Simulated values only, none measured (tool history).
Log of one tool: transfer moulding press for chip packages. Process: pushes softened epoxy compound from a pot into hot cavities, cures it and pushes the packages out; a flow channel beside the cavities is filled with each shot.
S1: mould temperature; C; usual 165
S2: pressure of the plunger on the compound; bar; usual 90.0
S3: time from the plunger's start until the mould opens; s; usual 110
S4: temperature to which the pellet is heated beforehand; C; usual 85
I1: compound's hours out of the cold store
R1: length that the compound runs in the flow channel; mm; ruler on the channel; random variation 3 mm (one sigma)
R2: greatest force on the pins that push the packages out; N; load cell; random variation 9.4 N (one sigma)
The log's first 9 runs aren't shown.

{"run": 10, "day": 3.95, "S1": 165, "S2": 90.0, "S3": 113, "S4": 85, "I1": 36.2, "R1": 608, "R2": 422}
{"day": 4.442, "done": "mould's thermocouples calibrated"}
{"run": 11, "day": 4.45, "S1": 165, "S2": 90.0, "S3": 113, "S4": 85, "I1": 39.2, "R1": 603, "R2": 418}
{"day": 4.929, "done": "cavities cleaned with cleaning compound and waxed"}
{"run": 12, "day": 4.929, "S1": 165, "S2": 90.0, "S3": 113, "S4": 85, "I1": 29.7, "R1": 630, "R2": 407}
{"run": 13, "day": 5.488, "S1": 165, "S2": 94.4, "S3": 110, "S4": 85, "I1": 27.0, "R1": 656, "R2": 441}
{"run": 14, "day": 5.933, "S1": 165, "S2": 90.0, "S3": 110, "S4": 85, "I1": 18.6, "R1": 666, "R2": 448}
{"run": 15, "day": 6.317, "S1": 165, "S2": 90.0, "S3": 110, "S4": 85, "I1": 44.7, "R1": 576, "R2": 415}
{"run": 16, "day": 6.788, "S1": 162, "S2": 77.4, "S3": 110, "S4": 85, "I1": 22.8, "R1": 617, "R2": 486}
{"run": 17, "day": 7.033, "S1": 165, "S2": 90.0, "S3": 110, "S4": 91, "I1": 15.0, "R1": 682, "R2": 433}
{"day": 7.567, "done": "cavities cleaned with cleaning compound and waxed"}
{"run": 18, "day": 7.617, "S1": 165, "S2": 93.1, "S3": 135, "S4": 85, "I1": 28.7, "R1": 647, "R2": 390}
{"run": 19, "day": 8.108, "S1": 172, "S2": 93.1, "S3": 135, "S4": 94, "I1": 29.2, "R1": 617, "R2": 383}
{"run": 20, "day": 8.592, "S1": 172, "S2": 93.1, "S3": 105, "S4": 93, "I1": 35.8, "R1": 595, "R2": 379}
{"run": 21, "day": 8.879, "S1": 158, "S2": 75.7, "S3": 115, "S4": 85, "I1": 29.8, "R1": 603, "R2": 561}
{"run": 22, "day": 9.229, "S1": 158, "S2": 75.7, "S3": 115, "S4": 85, "I1": 32.8, "R1": 591, "R2": 589}
{"run": 23, "day": 9.738, "S1": 161, "S2": 75.7, "S3": 115, "S4": 80, "I1": 19.0, "R1": 624, "R2": 484}
{"day": 10.175, "done": "cavities cleaned with cleaning compound and waxed"}
{"run": 24, "day": 10.321, "S1": 164, "S2": 75.7, "S3": 148, "S4": 88, "I1": 44.9, "R1": 538, "R2": 371}
{"run": 25, "day": 10.621, "S1": 164, "S2": 75.7, "S3": 148, "S4": 88, "I1": 36.5, "R1": 561, "R2": 377}
{"run": 26, "day": 11.071, "S1": 162, "S2": 75.7, "S3": 148, "S4": 76, "I1": 30.8, "R1": 586, "R2": 385}
{"run": 27, "day": 11.325, "S1": 162, "S2": 75.7, "S3": 148, "S4": 76, "I1": 45.2, "R1": 540, "R2": 382}
{"run": 28, "day": 11.883, "S1": 162, "S2": 75.7, "S3": 125, "S4": 76, "I1": 39.9, "R1": 561, "R2": 428}
{"run": 29, "day": 12.171, "S1": 162, "S2": 75.7, "S3": 123, "S4": 76, "I1": 18.0, "R1": 623, "R2": 420}
{"day": 12.788, "done": "cavities cleaned with cleaning compound and waxed"}
{"run": 30, "day": 12.804, "S1": 168, "S2": 68.3, "S3": 106, "S4": 77, "I1": 44.3, "R1": 504, "R2": 410}

3 ways to go on from here, each from the tool as it stands after run 30. What would each give?
{"run": "A", "day": 13.292, "S1": 165, "S2": 90.0, "S3": 123, "S4": 91, "I1": 11.5, "R1": "?", "R2": "?"}
{"run": "B", "day": 13.292, "S1": 167, "S2": 68.3, "S3": 139, "S4": 77, "I1": 39.2, "R1": "?", "R2": "?"}
{"run": "C", "day": 13.292, "S1": 165, "S2": 68.0, "S3": 110, "S4": 85, "I1": 13.3, "R1": "?", "R2": "?"}

run=A R1=691 R2=388
run=B R1=519 R2=386
run=C R1=595 R2=427
Without the tool's hidden state the same runs would have given:
run=A R1=692 R2=387
run=B R1=520 R2=385
run=C R1=596 R2=426

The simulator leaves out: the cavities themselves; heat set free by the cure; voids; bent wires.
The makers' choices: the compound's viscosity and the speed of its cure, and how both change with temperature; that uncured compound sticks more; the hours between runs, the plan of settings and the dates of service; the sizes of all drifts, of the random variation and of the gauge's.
